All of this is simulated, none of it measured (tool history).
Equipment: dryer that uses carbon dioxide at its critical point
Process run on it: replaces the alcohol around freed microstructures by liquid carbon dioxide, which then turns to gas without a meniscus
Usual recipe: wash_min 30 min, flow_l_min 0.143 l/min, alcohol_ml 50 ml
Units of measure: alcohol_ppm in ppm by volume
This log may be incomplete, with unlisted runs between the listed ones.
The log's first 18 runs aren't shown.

run,day,wash_min,flow_l_min,alcohol_ml,alcohol_ppm
19,7.312,30,0.143,96,320
20,7.929,30,0.143,96,331
21,8.283,30,0.143,96,327
22,8.867,30,0.143,57,224
23,9.217,30,0.143,57,218
24,9.583,30,0.143,57,236
25,10.092,30,0.173,53,92
26,10.679,46,0.087,24,171
27,10.975,34,0.202,22,54
28,11.404,34,0.202,22,57
29,11.788,34,0.202,35,62
30,12.392,34,0.202,35,56
31,12.854,30,0.202,50,67
32,13.267,30,0.133,21,170
33,13.808,30,0.110,54,852
34,14.346,27,0.148,59,371
35,14.829,37,0.143,50,103
36,15.321,37,0.143,50,96
37,15.821,40,0.111,21,123
38,16.171,20,0.111,28,2170
39,16.546,21,0.128,33,1280
40,17.142,21,0.128,33,1310
41,17.721,30,0.122,50,513
42,18.225,34,0.146,50,129
43,18.762,34,0.146,50,129

Consider 4 possible next runs. They are alternatives, not a sequence: every one starts from the tool as it was left by run 43. What does each give?
A,19.046,35,0.237,32,?
B,19.046,34,0.146,41,?
C,19.046,46,0.147,23,?
D,19.046,28,0.088,54,?

run,alcohol_ppm
A,58
B,125
C,73
D,2906
Had the tool no hidden state, the same runs would have come out as:
run,alcohol_ppm
A,0
B,33
C,7
D,2053

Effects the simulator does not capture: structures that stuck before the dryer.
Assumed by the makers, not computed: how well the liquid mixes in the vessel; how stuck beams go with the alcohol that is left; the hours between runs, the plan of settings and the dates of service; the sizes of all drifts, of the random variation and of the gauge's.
